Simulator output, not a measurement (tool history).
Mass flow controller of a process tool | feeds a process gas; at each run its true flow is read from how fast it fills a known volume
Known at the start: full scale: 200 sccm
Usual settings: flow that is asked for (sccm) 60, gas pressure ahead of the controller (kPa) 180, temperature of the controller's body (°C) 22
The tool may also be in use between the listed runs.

| run | hour | flow that is asked for (sccm) | gas pressure ahead of the controller (kPa) | temperature of the controller's body (°C) | true flow (%) |
|---|---|---|---|---|---|
| 1 | 0.0 | 60 | 180 | 22 | 98.68 |
| 2 | 500.7 | 60 | 180 | 22 | 98.56 |
| 3 | 1004.5 | 60 | 180 | 22 | 98.47 |
| 4 | 1527.8 | 60 | 180 | 22 | 98.32 |
|  | 1577.9 | controller's zero set anew |
| 5 | 1835.7 | 60 | 180 | 22 | 97.28 |
| 6 | 2146.9 | 60 | 180 | 22 | 97.23 |
|  | 2584.8 | controller's zero set anew, once more |
| 7 | 2685.7 | 119 | 180 | 22 | 100.23 |
| 8 | 3019.1 | 195 | 215 | 39 | 99.71 |
| 9 | 3365.3 | 195 | 215 | 39 | 99.56 |
| 10 | 3837.7 | 100 | 207 | 33 | 99.14 |
| 11 | 4119.2 | 20 | 217 | 33 | 96.49 |
| 12 | 4504.5 | 163 | 163 | 40 | 99.34 |
| 13 | 4789.9 | 163 | 163 | 40 | 99.36 |

The same runs without the tool's hidden state, with the same run-to-run variation:
The hidden state here: flow at rest that the sensor doesn't see, % of full scale; true flow over the shown one, %; drift of the gauge itself on true_pct, %.
| run | true flow (%) |
|---|---|
| 1 | 99.16 |
| 2 | 99.21 |
| 3 | 99.30 |
| 4 | 99.33 |
| 5 | 99.18 |
| 6 | 99.23 |
| 7 | 99.61 |
| 8 | 99.06 |
| 9 | 98.94 |
| 10 | 98.75 |
| 11 | 98.12 |
| 12 | 98.85 |
| 13 | 98.90 |
